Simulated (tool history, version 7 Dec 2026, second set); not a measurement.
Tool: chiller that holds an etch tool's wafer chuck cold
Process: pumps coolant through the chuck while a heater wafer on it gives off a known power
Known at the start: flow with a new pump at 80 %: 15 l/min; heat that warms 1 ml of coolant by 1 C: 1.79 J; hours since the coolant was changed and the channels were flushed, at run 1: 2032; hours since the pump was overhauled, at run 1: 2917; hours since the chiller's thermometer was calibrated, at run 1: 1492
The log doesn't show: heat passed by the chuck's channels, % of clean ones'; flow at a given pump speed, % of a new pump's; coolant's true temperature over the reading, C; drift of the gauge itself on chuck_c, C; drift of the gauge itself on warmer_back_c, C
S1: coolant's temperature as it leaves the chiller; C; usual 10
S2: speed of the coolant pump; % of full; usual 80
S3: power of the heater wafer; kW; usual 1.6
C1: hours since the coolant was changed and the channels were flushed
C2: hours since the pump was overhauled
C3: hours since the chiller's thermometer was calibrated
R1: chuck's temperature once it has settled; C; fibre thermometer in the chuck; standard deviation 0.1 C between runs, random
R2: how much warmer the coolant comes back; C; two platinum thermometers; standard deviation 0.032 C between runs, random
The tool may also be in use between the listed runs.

run	day	S1	S2	S3	C1	C2	C3	R1	R2
1	0	10	80	1.6	2032	2917	1492	25.2	3.68
2	2.092	10	80	1.6	2082	2967	1542	25.5	3.63
3	4.917	2	80	1.6	2150	3035	1610	17.1	3.65
4	7.217	10	80	1.6	2205	3090	1665	25.1	3.69
5	8.846	10	80	1.6	2244	3129	1704	25.3	3.68
6	10.317	10	80	0.863	2280	3165	1740	18	2.06
7	12.675	10	80	1.6	2336	3221	1796	25.2	3.66
8	14.25	3	80	1.6	2374	3259	1834	18	3.71
9	17.046	10	80	0.912	2441	3326	1901	18.7	2.06
10	18.504	10	68	1.6	2476	3361	1936	27.6	4.41
11	20.362	10	80	1.6	2521	3406	1981	25.1	3.66
12	23.179	10	80	1.6	2588	3473	2048	25.4	3.69
13	26.229	10	80	1.335	2661	3547	2122	22.7	3.04
14	28.233	14	80	1.335	2710	3595	2170	26.8	3.07
15	30.538	17	80	1.6	2765	3650	2225	32.5	3.74
16	32.483	17	80	1.6	2812	3697	2272	32.3	3.67
17	35.629	8	83	1.36	2887	3772	2347	20.5	3.03
18	38.229	11	68	2.044	2949	3835	2410	33.7	5.56
19	40.096	11	68	2.044	2994	3879	2454	33.8	5.58
# day 40.383: chiller's thermometer calibrated
20	42.962	10	80	1.89	3062	3947	62	28.2	4.4
21	44.617	3	66	1.321	3102	3987	102	18.1	3.73
22	46.296	2	95	2.36	3142	4027	142	21.4	4.6
23	48.229	19	89	1.603	3188	4074	188	33	3.33
24	50.488	19	89	1.603	3243	4128	242	33	3.32
25	52.333	4	67	1.603	3287	4172	287	22.2	4.42
# day 53.571: chiller's thermometer calibrated, once more
26	54.662	5	62	1.603	3342	4227	26	24.7	4.83
27	56.733	5	62	1.603	3391	4277	76	24.4	4.81
28	58.162	7	80	1.769	3426	4311	110	24.3	4.06
29	61.333	2	86	1.223	3502	4387	186	13.2	2.61
30	63.454	2	86	1.223	3553	4438	237	13.2	2.62
31	65.6	7	66	1.43	3604	4489	289	23.7	4.06
32	67.746	14	65	1.43	3656	4541	340	30.8	4.14

Results per run with the tool's hidden condition removed, run-to-run variation unchanged:
run	R1	R2
1	24.5	3.59
2	24.8	3.54
3	16.4	3.56
4	24.4	3.59
5	24.6	3.59
6	17.6	2.01
7	24.4	3.57
8	17.3	3.61
9	18.3	2.01
10	26.6	4.29
11	24.3	3.56
12	24.5	3.58
13	22	2.95
14	26.1	2.98
15	31.6	3.63
16	31.5	3.55
17	19.8	2.94
18	32.3	5.38
19	32.4	5.4
20	27.1	4.26
21	17.3	3.61
22	20.2	4.45
23	32.2	3.21
24	32.3	3.21
25	21.1	4.27
26	23.2	4.66
27	22.9	4.63
28	22.9	3.92
29	12.4	2.51
30	12.3	2.52
31	22.4	3.91
32	29.5	3.98
